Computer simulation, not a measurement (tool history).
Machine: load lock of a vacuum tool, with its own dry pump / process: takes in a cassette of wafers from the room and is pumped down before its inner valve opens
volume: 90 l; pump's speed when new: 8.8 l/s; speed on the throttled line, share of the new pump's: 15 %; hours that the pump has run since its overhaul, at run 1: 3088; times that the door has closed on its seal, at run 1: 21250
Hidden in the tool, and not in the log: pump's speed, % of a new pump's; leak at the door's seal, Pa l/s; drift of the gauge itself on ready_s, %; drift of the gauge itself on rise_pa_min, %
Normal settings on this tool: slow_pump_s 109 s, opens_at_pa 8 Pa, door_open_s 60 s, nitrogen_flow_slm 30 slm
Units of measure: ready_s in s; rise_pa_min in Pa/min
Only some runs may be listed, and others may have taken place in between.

run    hour  slow_pump_s  opens_at_pa  door_open_s  nitrogen_flow_slm  hours that the pump has run since its overhaul  times that the door has closed on its seal  incoming humidity of the room's air, %  ready_s  rise_pa_min
  1     0.0          109            8           60                 30                                            3088                                       21250                                    43.8    189.0        0.028
  2   121.7          109            8           60                  7                                            3209                                       21687                                    44.2    191.2        0.037
  3   188.9          109            8           60                  7                                            3276                                       21928                                    45.6    191.4        0.037
  4   345.8          109            8           60                  7                                            3433                                       22491                                    44.8    191.5        0.036
  5   452.1          109            8           60                  7                                            3540                                       22873                                    42.9    191.8        0.032
  6   554.7          109            8           26                  7                                            3642                                       23241                                    45.3    190.5        0.029
  7   630.8          135           15          227                 38                                            3718                                       23514                                    44.9    208.7        0.032
  8   722.6          135           15          227                 38                                            3810                                       23844                                    44.1    204.5        0.034
  9   804.8           94           14          191                 13                                            3892                                       24139                                    46.1    171.5        0.047
 10   943.1          196           14          201                 20                                            4031                                       24635                                    42.0    255.1        0.042
 11  1084.8          109            8           81                  7                                            4172                                       25144                                    44.6    190.0        0.035
     1146.8  -- door's seal changed, seat wiped
 12  1235.1          109            8           81                  7                                            4321                                         317                                    44.8    192.3        0.039

Alternative continuations, all from the tool just after run 12; predict every row:
  A  1380.0          109            8           81                  4                                            4466                                         837                                    43.6        ?            ?
  B  1380.0          161            8           81                  7                                            4466                                         837                                    46.4        ?            ?
  C  1380.0           92            8          198                 12                                            4466                                         837                                    44.5        ?            ?
  D  1380.0           76            8           64                  9                                            4466                                         837                                    43.1        ?            ?
  E  1380.0          109            8           60                 21                                            4466                                         837                                    43.7        ?            ?

run  ready_s  rise_pa_min
  A    189.4        0.037
  B    234.5        0.038
  C    175.4        0.051
  D    164.2        0.032
  E    191.8        0.029
Stripped of hidden state, with their random variation kept, the same runs would have yielded:
run  ready_s  rise_pa_min
  A    189.3        0.037
  B    234.5        0.038
  C    175.4        0.051
  D    164.2        0.032
  E    191.8        0.029
